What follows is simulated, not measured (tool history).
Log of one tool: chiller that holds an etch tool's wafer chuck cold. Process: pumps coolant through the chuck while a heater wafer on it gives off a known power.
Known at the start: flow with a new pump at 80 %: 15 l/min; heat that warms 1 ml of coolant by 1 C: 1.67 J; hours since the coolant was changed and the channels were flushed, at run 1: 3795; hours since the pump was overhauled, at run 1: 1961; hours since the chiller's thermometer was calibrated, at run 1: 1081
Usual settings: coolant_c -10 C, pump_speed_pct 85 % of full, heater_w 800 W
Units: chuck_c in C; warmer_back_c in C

run,hour,coolant_c,pump_speed_pct,heater_w,hours since the coolant was changed and the channels were flushed,hours since the pump was overhauled,hours since the chiller's thermometer was calibrated,chuck_c,warmer_back_c
1,0.0,-10,85,800,3795,1961,1081,-3.0,1.80
2,48.8,-10,85,800,3844,2010,1129,-3.1,1.77
3,88.2,-6,85,800,3884,2049,1169,0.9,1.82
4,145.4,-6,85,800,3941,2106,1226,0.9,1.77
5,182.3,-6,71,800,3978,2143,1263,1.7,2.10
6,229.7,-10,85,800,4025,2191,1310,-3.2,1.78
7,265.6,-10,85,800,4061,2227,1346,-3.1,1.71
8,296.1,-10,85,800,4091,2257,1377,-3.2,1.69
9,347.6,-10,81,800,4143,2309,1428,-3.0,1.75
10,376.1,-10,81,800,4171,2337,1457,-3.0,1.77
11,399.7,-10,85,800,4195,2361,1480,-3.2,1.66
12,425.8,-10,85,800,4221,2387,1506,-3.0,1.73
13,477.9,-10,85,1005,4273,2439,1559,-1.3,2.07
14,512.1,-10,85,800,4307,2473,1593,-3.1,1.65
15,535.4,-10,85,800,4331,2496,1616,-3.0,1.63
16,568.0,-10,85,1091,4363,2529,1649,-0.7,2.29
17,604.0,-10,85,1163,4399,2565,1685,0.0,2.42
# hour 634.6: gauge calibrated
18,652.0,-7,62,1177,4447,2613,1733,5.2,3.61
19,708.3,-20,63,668,4504,2669,1789,-13.2,2.01
20,752.1,-13,88,528,4547,2713,1833,-8.5,1.11
21,792.5,-13,88,528,4588,2754,1873,-8.7,1.11
22,826.6,-13,88,528,4622,2788,1907,-8.6,1.07
23,854.6,-14,82,711,4650,2816,1935,-7.8,1.59
24,886.0,-4,85,820,4681,2847,1967,3.1,1.81
25,925.3,-4,85,820,4721,2886,2006,3.0,1.74
26,958.2,-10,78,800,4754,2919,2039,-2.6,1.85
27,998.1,-10,78,800,4793,2959,2079,-2.7,1.86
28,1041.5,-16,61,615,4837,3003,2122,-9.6,1.80
29,1074.2,-19,85,800,4870,3035,2155,-12.2,1.64
30,1113.6,-19,85,800,4909,3075,2194,-12.3,1.61
31,1154.3,-19,85,800,4950,3115,2235,-12.1,1.68

Hidden state or all else? Some run-to-run changes of warmer_back_c, split into what the settings, what came in and random variation would give without the hidden state, and what is left for the hidden state (with any gauge scatter that isn't in both results):
The hidden state here: heat passed by the chuck's channels, % of clean ones'; flow at a given pump speed, % of a new pump's; coolant's true temperature over the reading, C; drift of the gauge itself on chuck_c, C; drift of the gauge itself on warmer_back_c, C.
Run 2 -> 3: coolant_c -10 -> -6. warmer_back_c +0.05 C: hidden state -0.02, all else +0.07.
Run 3 -> 4: no setting changed, nothing entered. warmer_back_c -0.05 C: hidden state -0.02, all else -0.03.
Run 17 -> 18: coolant_c -10 -> -7, pump_speed_pct 85 -> 62, heater_w 1163 -> 1177, gauge calibrated. warmer_back_c +1.19 C: hidden state +0.18, all else +1.01.
Run 18 -> 19: coolant_c -7 -> -20, pump_speed_pct 62 -> 63, heater_w 1177 -> 668. warmer_back_c -1.60 C: hidden state -0.01, all else -1.59.
Run 19 -> 20: coolant_c -20 -> -13, pump_speed_pct 63 -> 88, heater_w 668 -> 528. warmer_back_c -0.90 C: hidden state -0.02, all else -0.88.

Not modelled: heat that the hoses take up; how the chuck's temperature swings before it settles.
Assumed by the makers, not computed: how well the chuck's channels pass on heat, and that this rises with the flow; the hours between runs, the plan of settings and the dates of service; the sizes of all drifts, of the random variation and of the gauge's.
